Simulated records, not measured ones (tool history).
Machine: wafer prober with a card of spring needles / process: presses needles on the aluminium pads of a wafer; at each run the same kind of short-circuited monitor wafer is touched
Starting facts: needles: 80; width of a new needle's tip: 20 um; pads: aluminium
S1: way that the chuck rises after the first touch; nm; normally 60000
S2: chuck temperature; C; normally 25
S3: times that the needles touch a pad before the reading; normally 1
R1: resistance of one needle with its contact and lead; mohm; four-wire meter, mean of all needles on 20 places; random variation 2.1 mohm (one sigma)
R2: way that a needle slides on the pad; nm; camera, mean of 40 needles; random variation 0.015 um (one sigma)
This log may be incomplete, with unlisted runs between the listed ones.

Run 1, hour 0: usual settings. Result: R1 278 mohm, R2 13220 nm.
Run 2, hour 19.1: usual settings. Result: R1 310 mohm, R2 13220 nm.
At hour 31.4: tips cleaned on abrasive film.
Run 3, hour 40.3: usual settings but S2 71 C. Result: R1 362 mohm, R2 13160 nm.
Run 4, hour 70.5: usual settings but S2 112 C. Result: R1 353 mohm, R2 13180 nm.
At hour 74.8: tips cleaned on abrasive film.
Run 5, hour 95.5: usual settings but S2 112 C. Result: R1 321 mohm, R2 13160 nm.
At hour 117: tips cleaned on abrasive film.
Run 6, hour 122.3: usual settings but S2 112 C. Result: R1 285 mohm, R2 13130 nm.
Run 7, hour 147.5: usual settings but S2 112 C. Result: R1 331 mohm, R2 13150 nm.
At hour 159.5: tips cleaned on abrasive film.
At hour 163.7: tips cleaned on abrasive film, once more.
Run 8, hour 165.2: usual settings but S2 112 C. Result: R1 268 mohm, R2 13120 nm.
Run 9, hour 186.1: usual settings. Result: R1 303 mohm, R2 13130 nm.
Run 10, hour 199.9: usual settings. Result: R1 322 mohm, R2 13140 nm.
At hour 206.5: tips cleaned on abrasive film.
Run 11, hour 226: usual settings. Result: R1 300 mohm, R2 13090 nm.
Run 12, hour 247.8: usual settings. Result: R1 328 mohm, R2 13110 nm.
At hour 249.2: tips cleaned on abrasive film.
Run 13, hour 274.6: usual settings. Result: R1 304 mohm, R2 13070 nm.
At hour 277.6: height of the first contact set anew.
At hour 291.4: tips cleaned on abrasive film.
Run 14, hour 295.4: usual settings but S1 46000 nm, S2 26 C. Result: R1 284 mohm, R2 10230 nm.
Run 15, hour 310.6: usual settings but S1 46000 nm, S2 26 C. Result: R1 340 mohm, R2 10220 nm.
Run 16, hour 324.5: usual settings but S1 46000 nm, S2 26 C. Result: R1 373 mohm, R2 10220 nm.
At hour 334.2: tips cleaned on abrasive film.
Run 17, hour 346.4: usual settings but S1 49000 nm, S2 34 C, S3 3. Result: R1 267 mohm, R2 10870 nm.
Run 18, hour 374.2: usual settings but S1 49000 nm, S2 34 C, S3 3. Result: R1 287 mohm, R2 10860 nm.
At hour 376.7: tips cleaned on abrasive film.
Run 19, hour 403.5: usual settings but S2 80 C, S3 2. Result: R1 289 mohm, R2 13330 nm.
At hour 419.2: tips cleaned on abrasive film.
Run 20, hour 424.7: usual settings but S1 74000 nm, S2 35 C. Result: R1 257 mohm, R2 16400 nm.
Run 21, hour 450.9: usual settings but S1 47000 nm, S2 40 C. Result: R1 364 mohm, R2 10400 nm.
At hour 462.7: tips cleaned on abrasive film.
Run 22, hour 474.5: usual settings but S1 57000 nm, S2 31 C, S3 2. Result: R1 268 mohm, R2 12600 nm.
Run 23, hour 491.5: usual settings but S1 57000 nm, S2 31 C, S3 2. Result: R1 286 mohm, R2 12620 nm.
At hour 505.3: tips cleaned on abrasive film.
Run 24, hour 505.4: usual settings but S1 46000 nm, S2 32 C. Result: R1 258 mohm, R2 10160 nm.

A few steps of R1 between consecutive runs. Split each: what settings, incoming material and random variation would produce without the hidden state, and what is left over for the hidden state, along with gauge scatter present in only one of the two compared results (measured, and without hidden state):
Hidden state at play: debris on the tips, nm; way that the needles fall short of the set height, um; tips' diameter, um; drift of the gauge itself on contact_mohm, %; drift of the gauge itself on scrub_um, %.
Run 16 -> 17: S1 46000 -> 49000, S2 26 -> 34, S3 1 -> 3, tips cleaned on abrasive film. R1 -106 mohm: hidden state -105, all else -1.
Run 20 -> 21: S1 74000 -> 47000, S2 35 -> 40. R1 +107 mohm: hidden state +99, all else +8.
